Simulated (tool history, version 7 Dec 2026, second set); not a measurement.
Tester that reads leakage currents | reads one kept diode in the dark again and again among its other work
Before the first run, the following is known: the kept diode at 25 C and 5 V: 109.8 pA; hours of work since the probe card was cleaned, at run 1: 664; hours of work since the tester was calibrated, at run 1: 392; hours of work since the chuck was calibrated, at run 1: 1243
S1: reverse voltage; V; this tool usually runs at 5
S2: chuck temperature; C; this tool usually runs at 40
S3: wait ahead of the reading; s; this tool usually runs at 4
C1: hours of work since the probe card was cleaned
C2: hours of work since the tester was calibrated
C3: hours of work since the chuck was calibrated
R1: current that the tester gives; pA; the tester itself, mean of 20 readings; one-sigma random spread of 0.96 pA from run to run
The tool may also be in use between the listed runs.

run    hour     S1  S2    S3    C1   C2    C3      R1
  1       0      5  40     4   664  392  1243  296.83
  2    54.4      5  40     4   688  416  1266   297.3
  3   111.6   13.5  40     4   713  440  1291  423.43
  4   168.1   13.5  40     4   737  465  1315  422.91
  5   240.6   13.5  40     4   768  496  1346  423.37
  6   297.2   13.5  24     4   792  520  1371  139.37
  7   363.3  18.45  24     4   821  549  1399  159.24
  8   451.7      5  40  0.37   859  587  1437  292.38
  9     516      5  40  0.37   886  614  1465  292.78
 10   562.9      5  40     4   907  635  1485   291.3
 11   610.5      5  56   3.5   927  655  1506  821.36
 12   691.9   1.31  40  1.42   962  690  1541  179.76
 13   752.7   2.03  40  1.03   988  716  1567  209.87
 14     813  15.98  32  1.98  1014  742  1593   259.8
 15   900.4   4.29  22  6.59  1052  780  1630   76.88
 16   980.2   4.29  22  6.59  1086  814  1665   76.77
 17  1019.7   4.77  26     4  1103  831  1681  106.08
 18  1096.3   4.84  40     4  1136  864  1714  284.66
     1154.5  -- chuck's temperature calibrated
 19  1172.1      5  40  1.17  1168  896     8  323.36

Forecast each of these 5 alternatives for the next run:
  A  1215.7  7.92  28   4.7  1187  914  26   ?
  B  1215.7  8.41  40  1.17  1187  914  26   ?
  C  1215.7   3.3  40   0.8  1187  914  26   ?
  D  1215.7  2.33  40  0.39  1187  914  26   ?
  E  1215.7  3.24  40  6.51  1187  914  26   ?

run      R1
  A  168.34
  B  388.94
  C  277.06
  D  244.62
  E  275.65
Had the tool no hidden state, the same runs would have come out as:
run      R1
  A  161.46
  B   383.2
  C  275.72
  D  244.02
  E  274.35
